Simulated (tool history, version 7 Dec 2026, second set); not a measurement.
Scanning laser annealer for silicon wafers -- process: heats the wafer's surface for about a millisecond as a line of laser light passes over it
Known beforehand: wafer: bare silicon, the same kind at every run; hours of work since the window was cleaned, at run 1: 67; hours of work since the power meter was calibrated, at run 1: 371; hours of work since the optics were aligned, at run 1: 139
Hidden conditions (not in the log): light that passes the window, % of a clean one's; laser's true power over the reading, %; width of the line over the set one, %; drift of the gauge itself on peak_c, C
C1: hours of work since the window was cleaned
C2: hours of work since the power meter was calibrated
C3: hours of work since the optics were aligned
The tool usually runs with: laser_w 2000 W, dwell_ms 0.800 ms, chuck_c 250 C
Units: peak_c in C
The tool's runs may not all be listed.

Run 1, day 0.000: usual settings; C1 67; C2 371; C3 139. Result: peak_c 1026 C.
Run 2, day 1.962: usual settings; C1 98; C2 401; C3 170. Result: peak_c 1027 C.
Run 3, day 5.229: usual settings; C1 149; C2 452; C3 221. Result: peak_c 1020 C.
Run 4, day 7.783: usual settings; C1 188; C2 492; C3 261. Result: peak_c 1017 C.
Run 5, day 9.717: usual settings but laser_w 1750 W; C1 219; C2 522; C3 291. Result: peak_c 917 C.
Run 6, day 11.867: usual settings; C1 252; C2 556; C3 324. Result: peak_c 1020 C.
Run 7, day 14.062: usual settings; C1 286; C2 590; C3 359. Result: peak_c 1019 C.
Run 8, day 16.150: usual settings; C1 319; C2 623; C3 391. Result: peak_c 1010 C.
Run 9, day 18.183: usual settings but laser_w 2185 W; C1 351; C2 654; C3 423. Result: peak_c 1084 C.
Run 10, day 20.988: usual settings but laser_w 2185 W; C1 395; C2 698; C3 467. Result: peak_c 1081 C.
Run 11, day 23.546: usual settings but laser_w 2185 W, chuck_c 249 C; C1 434; C2 738; C3 507. Result: peak_c 1081 C.
Run 12, day 25.933: usual settings but laser_w 2185 W, chuck_c 249 C; C1 472; C2 775; C3 544. Result: peak_c 1075 C.
Run 13, day 29.217: usual settings but laser_w 2185 W, chuck_c 249 C; C1 523; C2 827; C3 595. Result: peak_c 1071 C.
Run 14, day 32.808: usual settings but laser_w 2185 W, chuck_c 249 C; C1 579; C2 883; C3 651. Result: peak_c 1068 C.
Run 15, day 34.950: usual settings; C1 612; C2 916; C3 685. Result: peak_c 996 C.
Run 16, day 38.429: usual settings but chuck_c 281 C; C1 667; C2 970; C3 739. Result: peak_c 1022 C.
Run 17, day 40.383: usual settings; C1 697; C2 1001; C3 769. Result: peak_c 993 C.
Run 18, day 42.933: usual settings; C1 737; C2 1041; C3 809. Result: peak_c 988 C.
Run 19, day 44.804: usual settings but chuck_c 218 C; C1 766; C2 1070; C3 838. Result: peak_c 953 C.
Run 20, day 47.279: usual settings; C1 805; C2 1108; C3 877. Result: peak_c 981 C.
Run 21, day 50.167: usual settings; C1 850; C2 1153; C3 922. Result: peak_c 979 C.
Run 22, day 52.258: usual settings but laser_w 2138 W, dwell_ms 0.827 ms, chuck_c 242 C; C1 882; C2 1186; C3 955. Result: peak_c 1038 C.
At day 54.246: window over the wafer cleaned.
Run 23, day 54.338: usual settings but laser_w 1847 W, dwell_ms 0.560 ms; C1 1; C2 1217; C3 986. Result: peak_c 849 C.
Run 24, day 56.712: usual settings but laser_w 1847 W, dwell_ms 0.560 ms; C1 38; C2 1254; C3 1023. Result: peak_c 846 C.
Run 25, day 59.954: usual settings but laser_w 1847 W, dwell_ms 0.560 ms; C1 89; C2 1305; C3 1073. Result: peak_c 842 C.
Run 26, day 61.875: usual settings but laser_w 2127 W, dwell_ms 0.944 ms; C1 119; C2 1335; C3 1103. Result: peak_c 1129 C.
Run 27, day 64.158: usual settings but laser_w 2127 W, dwell_ms 0.944 ms; C1 155; C2 1370; C3 1139. Result: peak_c 1124 C.
Run 28, day 66.679: usual settings but dwell_ms 0.625 ms; C1 194; C2 1410; C3 1178. Result: peak_c 923 C.
Run 29, day 68.417: usual settings but laser_w 2041 W, chuck_c 269 C; C1 221; C2 1437; C3 1205. Result: peak_c 1039 C.
Run 30, day 70.538: usual settings but laser_w 1909 W, dwell_ms 0.609 ms, chuck_c 272 C; C1 254; C2 1470; C3 1239. Result: peak_c 906 C.
Run 31, day 72.562: usual settings but laser_w 1909 W, dwell_ms 0.609 ms, chuck_c 272 C; C1 286; C2 1502; C3 1270. Result: peak_c 901 C.
Run 32, day 74.658: usual settings but laser_w 1909 W, dwell_ms 0.609 ms, chuck_c 272 C; C1 319; C2 1534; C3 1303. Result: peak_c 901 C.
Run 33, day 76.750: usual settings but laser_w 1909 W, dwell_ms 0.609 ms, chuck_c 272 C; C1 351; C2 1567; C3 1335. Result: peak_c 896 C.
Run 34, day 78.688: usual settings but laser_w 1983 W, dwell_ms 0.567 ms, chuck_c 274 C; C1 381; C2 1597; C3 1366. Result: peak_c 903 C.
Run 35, day 81.367: usual settings but laser_w 1983 W, dwell_ms 0.567 ms, chuck_c 274 C; C1 423; C2 1639; C3 1408. Result: peak_c 901 C.
Run 36, day 83.758: usual settings but laser_w 1838 W, dwell_ms 0.567 ms, chuck_c 247 C; C1 461; C2 1676; C3 1445. Result: peak_c 823 C.
Run 37, day 87.400: usual settings but laser_w 1841 W, dwell_ms 0.899 ms; C1 517; C2 1733; C3 1502. Result: peak_c 966 C.
Run 38, day 90.183: usual settings but laser_w 1841 W, dwell_ms 0.899 ms; C1 561; C2 1777; C3 1545. Result: peak_c 965 C.
Run 39, day 91.750: usual settings but laser_w 1841 W, dwell_ms 0.899 ms; C1 585; C2 1801; C3 1570. Result: peak_c 963 C.
Run 40, day 94.262: usual settings but laser_w 1841 W, dwell_ms 0.899 ms; C1 624; C2 1840; C3 1609. Result: peak_c 957 C.

Across each entry between runs, compare the hidden state at the last listed run before it with the hidden state at the first listed run after it:
From run 22 to run 23: window over the wafer cleaned (day 54.246)
  light that passes the window, % of a clean one's: 95.09 -> 99.97; laser's true power over the reading, %: -0.9 -> -0.92; width of the line over the set one, %: 2.16 -> 2.23
  what was measured, less what the result would be without the hidden state, peak_c: -61 -> -13 C
